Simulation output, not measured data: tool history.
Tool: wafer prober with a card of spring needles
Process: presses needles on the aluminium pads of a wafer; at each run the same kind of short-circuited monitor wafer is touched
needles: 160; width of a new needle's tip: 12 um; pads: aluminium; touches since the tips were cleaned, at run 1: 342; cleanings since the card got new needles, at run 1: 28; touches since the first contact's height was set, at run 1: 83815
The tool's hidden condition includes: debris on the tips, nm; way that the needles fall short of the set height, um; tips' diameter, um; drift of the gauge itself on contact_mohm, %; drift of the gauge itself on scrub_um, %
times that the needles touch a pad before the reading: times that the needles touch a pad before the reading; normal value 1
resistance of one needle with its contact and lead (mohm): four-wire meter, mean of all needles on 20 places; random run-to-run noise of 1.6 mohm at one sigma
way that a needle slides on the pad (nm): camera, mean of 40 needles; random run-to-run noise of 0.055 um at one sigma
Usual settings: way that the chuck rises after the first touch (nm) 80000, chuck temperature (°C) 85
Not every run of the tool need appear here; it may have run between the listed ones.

run,hour,way that the chuck rises after the first touch (nm),chuck temperature (°C),times that the needles touch a pad before the reading,touches since the tips were cleaned,cleanings since the card got new needles,touches since the first contact's height was set,resistance of one needle with its contact and lead (mohm),way that a needle slides on the pad (nm)
1,0.0,80000,85,1,342,28,83815,166,13950
# hour 6.4: tips cleaned on abrasive film
2,10.3,80000,85,1,1401,29,87438,174,13900
# hour 13.9: tips cleaned on abrasive film
# hour 21.1: tips cleaned on abrasive film
3,21.1,80000,85,1,0,31,91195,163,13890
4,26.8,80000,85,1,2024,31,93219,181,13910
# hour 28.2: tips cleaned on abrasive film
# hour 35.3: tips cleaned on abrasive film
5,35.3,80000,85,1,0,33,96191,165,13840
# hour 43.0: tips cleaned on abrasive film
6,44.7,80000,85,1,588,34,99483,167,13900
# hour 50.5: tips cleaned on abrasive film
7,55.4,80000,85,1,1732,35,103256,180,13860
# hour 58.2: tips cleaned on abrasive film
8,61.6,80000,85,1,1184,36,105411,175,13870
# hour 65.5: tips cleaned on abrasive film
9,68.6,80000,85,1,1107,37,107872,177,13790
# hour 73.2: tips cleaned on abrasive film
# hour 80.3: tips cleaned on abrasive film
10,80.8,80000,85,1,165,39,112130,168,13800
11,86.4,80000,85,1,2157,39,114122,180,13800
# hour 87.7: tips cleaned on abrasive film
# hour 94.9: tips cleaned on abrasive film
12,97.3,80000,85,1,846,41,117932,172,13840
# hour 102.8: tips cleaned on abrasive film
13,105.1,74000,85,1,829,42,120681,174,12600
# hour 109.9: tips cleaned on abrasive film
14,115.5,80000,85,1,1971,43,124316,181,13650
# hour 117.2: tips cleaned on abrasive film
15,122.2,80000,85,1,1755,44,126665,179,13590
# hour 124.3: tips cleaned on abrasive film
# hour 131.7: tips cleaned on abrasive film
16,131.7,80000,85,1,0,46,129994,164,13600
17,137.5,80000,85,1,2044,46,132038,174,13630
# hour 139.0: tips cleaned on abrasive film
# hour 146.5: tips cleaned on abrasive film
18,146.8,80000,60,1,121,48,135274,161,13490
# hour 154.0: tips cleaned on abrasive film
19,158.0,80000,89,3,1402,49,139201,167,13560
# hour 161.7: tips cleaned on abrasive film
20,163.6,89000,47,2,666,50,141167,161,15110
# hour 169.6: tips cleaned on abrasive film
21,174.3,80000,26,2,1681,51,144944,159,13560

Run 22 has not been measured yet. What should we expect?
# hour 177.0: tips cleaned on abrasive film
# hour 178.2: height of the first contact set anew
22,182.7,61000,57,1,1915,52,1602,?,?

resistance of one needle with its contact and lead (mohm): 181
way that a needle slides on the pad (nm): 9880
Were there no unlogged condition in the tool, this run, its random variation unchanged, would have produced resistance of one needle with its contact and lead (mohm) 160, way that a needle slides on the pad (nm) 11090.
